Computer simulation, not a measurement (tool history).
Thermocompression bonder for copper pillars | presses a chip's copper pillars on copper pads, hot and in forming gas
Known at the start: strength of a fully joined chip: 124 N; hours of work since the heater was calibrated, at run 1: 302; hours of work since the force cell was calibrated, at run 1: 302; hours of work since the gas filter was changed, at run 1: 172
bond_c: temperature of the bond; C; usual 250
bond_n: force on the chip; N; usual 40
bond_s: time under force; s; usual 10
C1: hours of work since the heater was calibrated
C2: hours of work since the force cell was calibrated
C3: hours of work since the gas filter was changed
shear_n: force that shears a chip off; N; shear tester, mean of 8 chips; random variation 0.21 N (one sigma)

run 1 hour=0 | bond_c=250 bond_n=40 bond_s=10 | C1=302 C2=302 C3=172 | shear_n=51.9
run 2 hour=15.2 | bond_c=250 bond_n=40 bond_s=10 | C1=311 C2=311 C3=182 | shear_n=51.4
run 3 hour=29.8 | bond_c=250 bond_n=40 bond_s=10 | C1=320 C2=320 C3=191 | shear_n=51.1
run 4 hour=45.2 | bond_c=250 bond_n=42 bond_s=10 | C1=329 C2=329 C3=200 | shear_n=52.7
run 5 hour=55 | bond_c=250 bond_n=42 bond_s=10 | C1=335 C2=335 C3=206 | shear_n=52.4
run 6 hour=69.4 | bond_c=238 bond_n=42 bond_s=10 | C1=344 C2=344 C3=215 | shear_n=44.8
run 7 hour=78.6 | bond_c=250 bond_n=40 bond_s=10 | C1=350 C2=350 C3=220 | shear_n=50.8
run 8 hour=88.2 | bond_c=245 bond_n=40 bond_s=10 | C1=356 C2=356 C3=226 | shear_n=47.7
run 9 hour=95.3 | bond_c=245 bond_n=40 bond_s=10 | C1=360 C2=360 C3=231 | shear_n=48.4
run 10 hour=108.3 | bond_c=245 bond_n=40 bond_s=23 | C1=368 C2=368 C3=239 | shear_n=63.5
run 11 hour=116.3 | bond_c=239 bond_n=40 bond_s=10 | C1=373 C2=373 C3=243 | shear_n=44.2
run 12 hour=128.7 | bond_c=233 bond_n=40 bond_s=10 | C1=380 C2=380 C3=251 | shear_n=40.2
run 13 hour=143.6 | bond_c=260 bond_n=40 bond_s=10 | C1=390 C2=390 C3=260 | shear_n=57.2
run 14 hour=156.6 | bond_c=260 bond_n=40 bond_s=10 | C1=398 C2=398 C3=268 | shear_n=57
run 15 hour=169.3 | bond_c=272 bond_n=50 bond_s=16 | C1=405 C2=405 C3=276 | shear_n=81.8
run 16 hour=178.2 | bond_c=253 bond_n=24 bond_s=9 | C1=411 C2=411 C3=281 | shear_n=37.8
run 17 hour=185.2 | bond_c=253 bond_n=24 bond_s=9 | C1=415 C2=415 C3=286 | shear_n=38.2
run 18 hour=198.3 | bond_c=253 bond_n=24 bond_s=9 | C1=423 C2=423 C3=294 | shear_n=37.7
run 19 hour=210.5 | bond_c=263 bond_n=27 bond_s=19 | C1=431 C2=431 C3=301 | shear_n=60.5
run 20 hour=224.7 | bond_c=263 bond_n=27 bond_s=19 | C1=439 C2=439 C3=310 | shear_n=60.6
run 21 hour=239.4 | bond_c=271 bond_n=35 bond_s=28 | C1=448 C2=448 C3=319 | shear_n=80.6
run 22 hour=250.4 | bond_c=252 bond_n=30 bond_s=10 | C1=455 C2=455 C3=325 | shear_n=43.8
run 23 hour=266.3 | bond_c=237 bond_n=32 bond_s=16 | C1=465 C2=465 C3=335 | shear_n=44.4
run 24 hour=277.1 | bond_c=266 bond_n=28 bond_s=25 | C1=471 C2=471 C3=342 | shear_n=68.4
run 25 hour=284.5 | bond_c=271 bond_n=56 bond_s=8 | C1=476 C2=476 C3=346 | shear_n=68.7
run 26 hour=293 | bond_c=250 bond_n=38 bond_s=14 | C1=481 C2=481 C3=352 | shear_n=54.6
run 27 hour=303.7 | bond_c=260 bond_n=30 bond_s=25 | C1=488 C2=488 C3=358 | shear_n=66
run 28 hour=310.2 | bond_c=260 bond_n=30 bond_s=25 | C1=492 C2=492 C3=362 | shear_n=66

3 ways to go on from here, each from the tool as it stands after run 28. What would each give?
run A hour=322.3 | bond_c=250 bond_n=46 bond_s=7 | C1=499 C2=499 C3=369 | shear_n=?
run B hour=322.3 | bond_c=244 bond_n=30 bond_s=11 | C1=499 C2=499 C3=369 | shear_n=?
run C hour=322.3 | bond_c=250 bond_n=49 bond_s=10 | C1=499 C2=499 C3=369 | shear_n=?

run=A shear_n=47
run=B shear_n=40.7
run=C shear_n=55.2
Without the tool's hidden state the same runs would have given:
run=A shear_n=50.1
run=B shear_n=43.3
run=C shear_n=59.1

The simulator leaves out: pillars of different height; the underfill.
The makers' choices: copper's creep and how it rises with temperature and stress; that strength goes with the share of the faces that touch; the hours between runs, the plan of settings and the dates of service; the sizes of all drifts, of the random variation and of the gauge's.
